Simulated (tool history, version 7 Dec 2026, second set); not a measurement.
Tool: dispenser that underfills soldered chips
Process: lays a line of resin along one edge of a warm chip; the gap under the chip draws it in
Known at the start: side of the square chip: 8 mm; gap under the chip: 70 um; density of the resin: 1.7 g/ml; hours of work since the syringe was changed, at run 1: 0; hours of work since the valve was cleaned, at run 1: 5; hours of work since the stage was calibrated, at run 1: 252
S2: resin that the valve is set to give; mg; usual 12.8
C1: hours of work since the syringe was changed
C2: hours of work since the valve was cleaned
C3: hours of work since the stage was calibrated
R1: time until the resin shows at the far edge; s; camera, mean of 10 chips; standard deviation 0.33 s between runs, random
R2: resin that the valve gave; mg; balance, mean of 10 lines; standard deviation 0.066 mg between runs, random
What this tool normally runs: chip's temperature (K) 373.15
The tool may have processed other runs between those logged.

{"run": 1, "day": 0.0, "chip's temperature (K)": 373.15, "S2": 12.8, "C1": 0, "C2": 5, "C3": 252, "R1": 13.4, "R2": 12.8}
{"day": 0.408, "done": "new syringe of resin"}
{"run": 2, "day": 0.6, "chip's temperature (K)": 373.15, "S2": 12.8, "C1": 3, "C2": 14, "C3": 262, "R1": 15.3, "R2": 12.74}
{"day": 0.817, "done": "new syringe of resin"}
{"day": 1.217, "done": "new syringe of resin"}
{"run": 3, "day": 1.217, "chip's temperature (K)": 373.15, "S2": 12.8, "C1": 0, "C2": 24, "C3": 272, "R1": 12.9, "R2": 12.44}
{"day": 1.6, "done": "new syringe of resin"}
{"run": 4, "day": 1.858, "chip's temperature (K)": 373.15, "S2": 12.8, "C1": 4, "C2": 34, "C3": 282, "R1": 16.8, "R2": 12.41}
{"day": 2.021, "done": "new syringe of resin"}
{"run": 5, "day": 2.242, "chip's temperature (K)": 382.15, "S2": 12.8, "C1": 4, "C2": 41, "C3": 288, "R1": 10.9, "R2": 12.42}
{"day": 2.438, "done": "new syringe of resin"}
{"day": 2.821, "done": "new syringe of resin"}
{"run": 6, "day": 2.871, "chip's temperature (K)": 373.15, "S2": 12.8, "C1": 1, "C2": 51, "C3": 298, "R1": 14.3, "R2": 12.4}
{"run": 7, "day": 3.15, "chip's temperature (K)": 373.15, "S2": 12.8, "C1": 5, "C2": 55, "C3": 303, "R1": 18.1, "R2": 12.15}
{"day": 3.212, "done": "new syringe of resin"}
{"day": 3.621, "done": "new syringe of resin"}
{"run": 8, "day": 3.738, "chip's temperature (K)": 373.15, "S2": 12.8, "C1": 2, "C2": 64, "C3": 312, "R1": 15.3, "R2": 12.19}

For run 9, what comes out?
{"day": 4.021, "done": "new syringe of resin"}
{"run": 9, "day": 4.079, "chip's temperature (K)": 378.15, "S2": 13.6, "C1": 1, "C2": 70, "C3": 317, "R1": "?", "R2": "?"}

Run 9 measured R1 11.2 s, R2 12.75 mg.
Take away the tool's hidden state, keep the run-to-run variation as it was, and the same run would have given R1 11.4 s, R2 13.54 mg.

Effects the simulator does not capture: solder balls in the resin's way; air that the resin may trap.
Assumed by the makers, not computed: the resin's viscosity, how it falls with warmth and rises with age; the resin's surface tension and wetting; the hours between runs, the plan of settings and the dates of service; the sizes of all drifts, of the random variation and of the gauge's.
